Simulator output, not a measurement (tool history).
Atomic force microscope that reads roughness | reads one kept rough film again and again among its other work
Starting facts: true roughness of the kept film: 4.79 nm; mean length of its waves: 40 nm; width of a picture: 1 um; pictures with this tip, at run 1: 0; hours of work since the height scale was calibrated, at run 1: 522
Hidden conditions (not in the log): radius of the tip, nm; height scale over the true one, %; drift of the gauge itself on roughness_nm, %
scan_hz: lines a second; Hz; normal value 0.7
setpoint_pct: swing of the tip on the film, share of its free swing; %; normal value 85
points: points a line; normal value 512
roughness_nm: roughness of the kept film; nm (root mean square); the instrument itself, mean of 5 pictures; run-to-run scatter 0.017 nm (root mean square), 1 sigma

| run | hour | scan_hz | setpoint_pct | points | pictures with this tip | hours of work since the height scale was calibrated | roughness_nm |
|---|---|---|---|---|---|---|---|
| 1 | 0 | 0.7 | 85 | 512 | 0 | 522 | 4.038 |
|  | 43 | new tip fitted |
| 2 | 53.9 | 0.7 | 85 | 512 | 25 | 561 | 3.995 |
|  | 87.8 | new tip fitted |
| 3 | 110.6 | 2.569 | 85 | 512 | 53 | 602 | 3.516 |
|  | 132.9 | new tip fitted |
| 4 | 164 | 2.569 | 85 | 512 | 72 | 640 | 3.487 |
|  | 177.2 | new tip fitted |
|  | 222.4 | new tip fitted |
| 5 | 251.3 | 2.569 | 85 | 512 | 67 | 703 | 3.511 |
|  | 270.7 | new tip fitted |
|  | 315.4 | new tip fitted |
| 6 | 329.2 | 2.569 | 85 | 512 | 32 | 758 | 3.491 |
|  | 361.4 | new tip fitted |
| 7 | 398.9 | 2.569 | 85 | 502 | 87 | 808 | 3.501 |
|  | 406.5 | new tip fitted |
|  | 450.2 | new tip fitted |
| 8 | 472.7 | 2.569 | 85 | 502 | 52 | 861 | 3.477 |
|  | 497.4 | new tip fitted |
| 9 | 515.4 | 0.7 | 56 | 512 | 42 | 892 | 4.241 |
|  | 542.4 | new tip fitted |
| 10 | 571.1 | 0.7 | 85 | 512 | 67 | 932 | 4.045 |
|  | 588.8 | new tip fitted |
| 11 | 616.9 | 0.7 | 85 | 512 | 65 | 965 | 4.034 |
|  | 633.8 | new tip fitted |
|  | 678.6 | new tip fitted |
| 12 | 682.8 | 0.7 | 85 | 512 | 10 | 1012 | 4.038 |
|  | 722.1 | new tip fitted |
| 13 | 728.7 | 0.7 | 85 | 512 | 15 | 1045 | 4.019 |
|  | 765 | new tip fitted |
| 14 | 775.4 | 0.7 | 85 | 512 | 25 | 1078 | 4.031 |
|  | 809 | new tip fitted |
| 15 | 822.5 | 0.7 | 85 | 512 | 32 | 1112 | 4.058 |
|  | 852.8 | new tip fitted |
| 16 | 893.4 | 0.7 | 85 | 512 | 94 | 1163 | 4.037 |
|  | 897.5 | new tip fitted |
|  | 945.1 | new tip fitted |
| 17 | 955 | 0.622 | 82 | 512 | 23 | 1207 | 4.062 |
|  | 989.4 | new tip fitted |
| 18 | 1004.8 | 0.575 | 69 | 995 | 35 | 1243 | 4.176 |
|  | 1036.7 | new tip fitted |
| 19 | 1049.2 | 0.575 | 69 | 995 | 29 | 1275 | 4.205 |
|  | 1080.1 | new tip fitted |
| 20 | 1087.6 | 3.109 | 69 | 570 | 17 | 1302 | 3.828 |
|  | 1127.1 | new tip fitted |
| 21 | 1152.9 | 0.7 | 85 | 940 | 59 | 1349 | 4.038 |
|  | 1171.6 | new tip fitted |
|  | 1214.9 | new tip fitted |
| 22 | 1224 | 0.805 | 69 | 658 | 21 | 1400 | 4.149 |
|  | 1259.9 | new tip fitted |
|  | 1302.9 | new tip fitted |
| 23 | 1304.8 | 0.761 | 66 | 680 | 5 | 1458 | 4.172 |
|  | 1348.3 | new tip fitted |
| 24 | 1383.6 | 0.761 | 66 | 680 | 81 | 1515 | 4.153 |
|  | 1392.2 | new tip fitted |
|  | 1435.1 | new tip fitted |
| 25 | 1458.2 | 0.761 | 66 | 680 | 54 | 1568 | 4.172 |

Each row is a separate what-if for the run after 25, all from the same tool condition, not one after another. Results?
|  | 1479 | new tip fitted |
|  | 1521.8 | new tip fitted |
| A | 1528.2 | 0.693 | 75 | 797 | 15 | 1618 | ? |
|  | 1479 | new tip fitted |
|  | 1521.8 | new tip fitted |
| B | 1528.2 | 0.744 | 72 | 476 | 15 | 1618 | ? |
|  | 1479 | new tip fitted |
|  | 1521.8 | new tip fitted |
| C | 1528.2 | 0.761 | 73 | 680 | 15 | 1618 | ? |

| run | roughness_nm |
|---|---|
| A | 4.11 |
| B | 4.161 |
| C | 4.114 |
Without the tool's hidden state the same runs would have given:
| run | roughness_nm |
|---|---|
| A | 4.113 |
| B | 4.163 |
| C | 4.116 |

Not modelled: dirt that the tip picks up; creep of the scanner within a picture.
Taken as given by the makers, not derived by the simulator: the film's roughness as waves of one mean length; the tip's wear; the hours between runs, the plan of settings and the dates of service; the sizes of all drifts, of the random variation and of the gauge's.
